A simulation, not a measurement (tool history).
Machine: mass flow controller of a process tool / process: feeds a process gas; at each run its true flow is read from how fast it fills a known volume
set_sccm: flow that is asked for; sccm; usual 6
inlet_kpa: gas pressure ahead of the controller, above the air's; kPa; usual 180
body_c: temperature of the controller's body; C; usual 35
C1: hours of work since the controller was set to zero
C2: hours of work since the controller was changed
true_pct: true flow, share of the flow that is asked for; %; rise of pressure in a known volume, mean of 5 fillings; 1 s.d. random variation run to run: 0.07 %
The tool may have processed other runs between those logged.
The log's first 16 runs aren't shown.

run 17 hour=2450.5 | set_sccm=8 inlet_kpa=180 body_c=35 | C1=1997 C2=1997 | true_pct=98.64
run 18 hour=2684.8 | set_sccm=6 inlet_kpa=180 body_c=32 | C1=2155 C2=2155 | true_pct=98.48
run 19 hour=2791.1 | set_sccm=6 inlet_kpa=180 body_c=32 | C1=2227 C2=2227 | true_pct=98.46
run 20 hour=3005.3 | set_sccm=6 inlet_kpa=180 body_c=32 | C1=2372 C2=2372 | true_pct=98.57
run 21 hour=3263.9 | set_sccm=6 inlet_kpa=180 body_c=35 | C1=2547 C2=2547 | true_pct=98.46
run 22 hour=3453.4 | set_sccm=6 inlet_kpa=194 body_c=37 | C1=2675 C2=2675 | true_pct=98.38
run 23 hour=3632.3 | set_sccm=2 inlet_kpa=180 body_c=22 | C1=2796 C2=2796 | true_pct=98.45
run 24 hour=3788.0 | set_sccm=8 inlet_kpa=241 body_c=33 | C1=2901 C2=2901 | true_pct=98.62
run 25 hour=3936.3 | set_sccm=5 inlet_kpa=180 body_c=36 | C1=3002 C2=3002 | true_pct=98.40
run 26 hour=4180.3 | set_sccm=5 inlet_kpa=180 body_c=36 | C1=3167 C2=3167 | true_pct=98.51
run 27 hour=4410.7 | set_sccm=6 inlet_kpa=163 body_c=24 | C1=3322 C2=3322 | true_pct=99.35
run 28 hour=4662.5 | set_sccm=8 inlet_kpa=180 body_c=39 | C1=3493 C2=3493 | true_pct=98.87
run 29 hour=4850.3 | set_sccm=16 inlet_kpa=164 body_c=35 | C1=3620 C2=3620 | true_pct=100.38
run 30 hour=5064.5 | set_sccm=4 inlet_kpa=164 body_c=37 | C1=3764 C2=3764 | true_pct=98.63
run 31 hour=5253.4 | set_sccm=4 inlet_kpa=164 body_c=37 | C1=3892 C2=3892 | true_pct=98.70
run 32 hour=5359.2 | set_sccm=12 inlet_kpa=187 body_c=35 | C1=3964 C2=3964 | true_pct=99.89

For run 33, what comes out?
run 33 hour=5529.8 | set_sccm=2 inlet_kpa=200 body_c=24 | C1=4079 C2=4079 | true_pct=?

{"run 33": {"true_pct": 98.8}}
Minus the tool's unlogged condition, the same run would have read true_pct 97.40 %.
